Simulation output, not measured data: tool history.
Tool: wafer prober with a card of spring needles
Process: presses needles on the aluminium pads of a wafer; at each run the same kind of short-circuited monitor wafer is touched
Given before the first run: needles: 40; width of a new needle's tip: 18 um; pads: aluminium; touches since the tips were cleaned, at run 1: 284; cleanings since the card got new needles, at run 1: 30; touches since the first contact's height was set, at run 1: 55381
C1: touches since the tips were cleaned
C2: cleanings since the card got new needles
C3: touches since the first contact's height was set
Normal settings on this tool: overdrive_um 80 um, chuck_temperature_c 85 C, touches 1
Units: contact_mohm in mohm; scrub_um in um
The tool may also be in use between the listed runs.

{"run": 1, "hour": 0.0, "overdrive_um": 80, "chuck_temperature_c": 85, "touches": 1, "C1": 284, "C2": 30, "C3": 55381, "contact_mohm": 207, "scrub_um": 17.78}
{"hour": 9.7, "done": "tips cleaned on abrasive film"}
{"hour": 21.7, "done": "tips cleaned on abrasive film"}
{"hour": 33.8, "done": "tips cleaned on abrasive film"}
{"hour": 45.9, "done": "tips cleaned on abrasive film"}
{"hour": 58.0, "done": "tips cleaned on abrasive film"}
{"hour": 70.0, "done": "tips cleaned on abrasive film"}
{"hour": 79.7, "done": "tips cleaned on abrasive film"}
{"hour": 91.8, "done": "tips cleaned on abrasive film"}
{"run": 2, "hour": 94.2, "overdrive_um": 80, "chuck_temperature_c": 85, "touches": 1, "C1": 387, "C2": 38, "C3": 70409, "contact_mohm": 209, "scrub_um": 17.83}
{"hour": 101.7, "done": "tips cleaned on abrasive film"}
{"hour": 113.7, "done": "tips cleaned on abrasive film"}
{"hour": 123.4, "done": "tips cleaned on abrasive film"}
{"hour": 135.5, "done": "tips cleaned on abrasive film"}
{"hour": 147.5, "done": "tips cleaned on abrasive film"}
{"hour": 159.6, "done": "tips cleaned on abrasive film"}
{"hour": 171.7, "done": "tips cleaned on abrasive film"}
{"run": 3, "hour": 173.6, "overdrive_um": 80, "chuck_temperature_c": 85, "touches": 1, "C1": 305, "C2": 45, "C3": 83077, "contact_mohm": 203, "scrub_um": 17.42}
{"hour": 183.2, "done": "tips cleaned on abrasive film"}
{"hour": 195.3, "done": "tips cleaned on abrasive film"}
{"hour": 207.4, "done": "tips cleaned on abrasive film"}
{"hour": 219.5, "done": "tips cleaned on abrasive film"}
{"hour": 231.5, "done": "tips cleaned on abrasive film"}
{"run": 4, "hour": 238.9, "overdrive_um": 80, "chuck_temperature_c": 85, "touches": 1, "C1": 1180, "C2": 50, "C3": 93505, "contact_mohm": 216, "scrub_um": 17.7}
{"hour": 241.3, "done": "tips cleaned on abrasive film"}
{"hour": 253.4, "done": "tips cleaned on abrasive film"}
{"hour": 265.5, "done": "tips cleaned on abrasive film"}
{"hour": 275.1, "done": "tips cleaned on abrasive film"}
{"hour": 287.2, "done": "tips cleaned on abrasive film"}
{"hour": 299.3, "done": "tips cleaned on abrasive film"}
{"hour": 311.3, "done": "tips cleaned on abrasive film"}
{"hour": 323.1, "done": "tips cleaned on abrasive film"}
{"run": 5, "hour": 323.1, "overdrive_um": 86, "chuck_temperature_c": 85, "touches": 1, "C1": 0, "C2": 58, "C3": 106934, "contact_mohm": 202, "scrub_um": 18.72}
{"hour": 335.1, "done": "tips cleaned on abrasive film"}
{"hour": 347.2, "done": "tips cleaned on abrasive film"}
{"hour": 359.3, "done": "tips cleaned on abrasive film"}
{"hour": 369.0, "done": "tips cleaned on abrasive film"}
{"hour": 381.0, "done": "tips cleaned on abrasive film"}
{"hour": 393.1, "done": "tips cleaned on abrasive film"}
{"hour": 402.8, "done": "tips cleaned on abrasive film"}
{"hour": 414.8, "done": "tips cleaned on abrasive film"}
{"run": 6, "hour": 415.5, "overdrive_um": 86, "chuck_temperature_c": 85, "touches": 1, "C1": 113, "C2": 66, "C3": 121687, "contact_mohm": 204, "scrub_um": 18.58}
{"hour": 425.2, "done": "tips cleaned on abrasive film"}
{"hour": 437.3, "done": "tips cleaned on abrasive film"}
{"hour": 447.0, "done": "tips cleaned on abrasive film"}
{"hour": 459.0, "done": "tips cleaned on abrasive film"}
{"hour": 471.1, "done": "tips cleaned on abrasive film"}
{"hour": 483.2, "done": "tips cleaned on abrasive film"}
{"hour": 495.2, "done": "tips cleaned on abrasive film"}
{"run": 7, "hour": 495.6, "overdrive_um": 79, "chuck_temperature_c": 85, "touches": 1, "C1": 66, "C2": 73, "C3": 134467, "contact_mohm": 208, "scrub_um": 16.8}
{"hour": 505.3, "done": "tips cleaned on abrasive film"}
{"hour": 517.4, "done": "tips cleaned on abrasive film"}
{"hour": 529.4, "done": "tips cleaned on abrasive film"}
{"hour": 541.5, "done": "tips cleaned on abrasive film"}
{"hour": 551.2, "done": "tips cleaned on abrasive film"}
{"hour": 563.2, "done": "tips cleaned on abrasive film"}
{"run": 8, "hour": 567.2, "overdrive_um": 79, "chuck_temperature_c": 85, "touches": 1, "C1": 630, "C2": 79, "C3": 145880, "contact_mohm": 215, "scrub_um": 16.51}
{"hour": 574.4, "done": "tips cleaned on abrasive film"}
{"hour": 586.5, "done": "tips cleaned on abrasive film"}
{"hour": 596.2, "done": "tips cleaned on abrasive film"}
{"hour": 608.3, "done": "tips cleaned on abrasive film"}
{"run": 9, "hour": 610.4, "overdrive_um": 80, "chuck_temperature_c": 85, "touches": 1, "C1": 345, "C2": 83, "C3": 152776, "contact_mohm": 210, "scrub_um": 16.55}
{"hour": 620.1, "done": "tips cleaned on abrasive film"}
{"hour": 632.1, "done": "tips cleaned on abrasive film"}
{"hour": 644.2, "done": "tips cleaned on abrasive film"}
{"hour": 656.3, "done": "tips cleaned on abrasive film"}
{"hour": 668.4, "done": "tips cleaned on abrasive film"}
{"hour": 679.2, "done": "tips cleaned on abrasive film"}
{"run": 10, "hour": 679.2, "overdrive_um": 80, "chuck_temperature_c": 85, "touches": 1, "C1": 0, "C2": 89, "C3": 163755, "contact_mohm": 208, "scrub_um": 16.3}
{"hour": 688.9, "done": "tips cleaned on abrasive film"}
{"hour": 698.6, "done": "tips cleaned on abrasive film"}
{"hour": 710.6, "done": "tips cleaned on abrasive film"}
{"hour": 720.3, "done": "tips cleaned on abrasive film"}
{"hour": 732.4, "done": "tips cleaned on abrasive film"}
{"hour": 744.4, "done": "tips cleaned on abrasive film"}
{"run": 11, "hour": 749.2, "overdrive_um": 80, "chuck_temperature_c": 85, "touches": 1, "C1": 762, "C2": 95, "C3": 174921, "contact_mohm": 217, "scrub_um": 16.44}
{"hour": 756.5, "done": "tips cleaned on abrasive film"}
{"hour": 768.5, "done": "tips cleaned on abrasive film"}
{"hour": 780.6, "done": "tips cleaned on abrasive film"}
{"hour": 792.7, "done": "tips cleaned on abrasive film"}
{"hour": 804.7, "done": "tips cleaned on abrasive film"}
{"run": 12, "hour": 813.7, "overdrive_um": 80, "chuck_temperature_c": 85, "touches": 1, "C1": 1446, "C2": 100, "C3": 185228, "contact_mohm": 225, "scrub_um": 15.68}
{"hour": 816.2, "done": "tips cleaned on abrasive film"}
{"hour": 825.9, "done": "tips cleaned on abrasive film"}
{"hour": 837.9, "done": "tips cleaned on abrasive film"}
{"hour": 850.0, "done": "tips cleaned on abrasive film"}
{"hour": 862.1, "done": "tips cleaned on abrasive film"}
{"hour": 874.2, "done": "tips cleaned on abrasive film"}
{"hour": 886.2, "done": "tips cleaned on abrasive film"}
{"hour": 898.3, "done": "tips cleaned on abrasive film"}
{"hour": 908.3, "done": "tips cleaned on abrasive film"}
{"run": 13, "hour": 908.3, "overdrive_um": 80, "chuck_temperature_c": 85, "touches": 1, "C1": 0, "C2": 109, "C3": 200310, "contact_mohm": 209, "scrub_um": 15.64}
{"hour": 920.4, "done": "tips cleaned on abrasive film"}
{"hour": 932.5, "done": "tips cleaned on abrasive film"}
{"hour": 942.1, "done": "tips cleaned on abrasive film"}
{"hour": 954.2, "done": "tips cleaned on abrasive film"}
{"hour": 966.3, "done": "tips cleaned on abrasive film"}
{"hour": 975.9, "done": "tips cleaned on abrasive film"}
{"hour": 985.8, "done": "height of the first contact set anew"}
{"hour": 988.3, "done": "tips cleaned on abrasive film"}
{"hour": 999.6, "done": "tips cleaned on abrasive film"}
{"run": 14, "hour": 999.6, "overdrive_um": 80, "chuck_temperature_c": 85, "touches": 1, "C1": 0, "C2": 117, "C3": 2182, "contact_mohm": 200, "scrub_um": 18.88}
{"hour": 1009.3, "done": "tips cleaned on abrasive film"}
{"hour": 1018.9, "done": "tips cleaned on abrasive film"}
{"hour": 1031.0, "done": "tips cleaned on abrasive film"}
{"hour": 1043.1, "done": "tips cleaned on abrasive film"}
{"hour": 1055.1, "done": "tips cleaned on abrasive film"}
{"run": 15, "hour": 1060.1, "overdrive_um": 62, "chuck_temperature_c": 29, "touches": 1, "C1": 803, "C2": 122, "C3": 11848, "contact_mohm": 214, "scrub_um": 14.61}
{"hour": 1065.1, "done": "tips cleaned on abrasive film"}
{"hour": 1074.7, "done": "tips cleaned on abrasive film"}
{"hour": 1086.8, "done": "tips cleaned on abrasive film"}
{"hour": 1098.9, "done": "tips cleaned on abrasive film"}
{"hour": 1110.9, "done": "tips cleaned on abrasive film"}
{"hour": 1120.6, "done": "tips cleaned on abrasive film"}
{"hour": 1132.7, "done": "tips cleaned on abrasive film"}
{"hour": 1142.5, "done": "tips cleaned on abrasive film"}
{"run": 16, "hour": 1142.5, "overdrive_um": 62, "chuck_temperature_c": 29, "touches": 1, "C1": 0, "C2": 130, "C3": 24982, "contact_mohm": 194, "scrub_um": 14.31}
{"hour": 1152.2, "done": "tips cleaned on abrasive film"}
{"hour": 1161.9, "done": "tips cleaned on abrasive film"}
{"hour": 1174.0, "done": "tips cleaned on abrasive film"}
{"hour": 1183.7, "done": "tips cleaned on abrasive film"}
{"run": 17, "hour": 1184.4, "overdrive_um": 62, "chuck_temperature_c": 29, "touches": 1, "C1": 116, "C2": 134, "C3": 31654, "contact_mohm": 200, "scrub_um": 14.01}

What does the tool deliver on the next run?
{"hour": 1194.1, "done": "tips cleaned on abrasive film"}
{"hour": 1206.1, "done": "tips cleaned on abrasive film"}
{"hour": 1218.2, "done": "tips cleaned on abrasive film"}
{"run": 18, "hour": 1225.4, "overdrive_um": 62, "chuck_temperature_c": 29, "touches": 1, "C1": 1162, "C2": 137, "C3": 38211, "contact_mohm": "?", "scrub_um": "?"}

Run 18 gave contact_mohm 223 mohm, scrub_um 13.93 um.
With the hidden condition absent and the run-to-run variation left alone, this run would have shown contact_mohm 196 mohm, scrub_um 14.54 um.
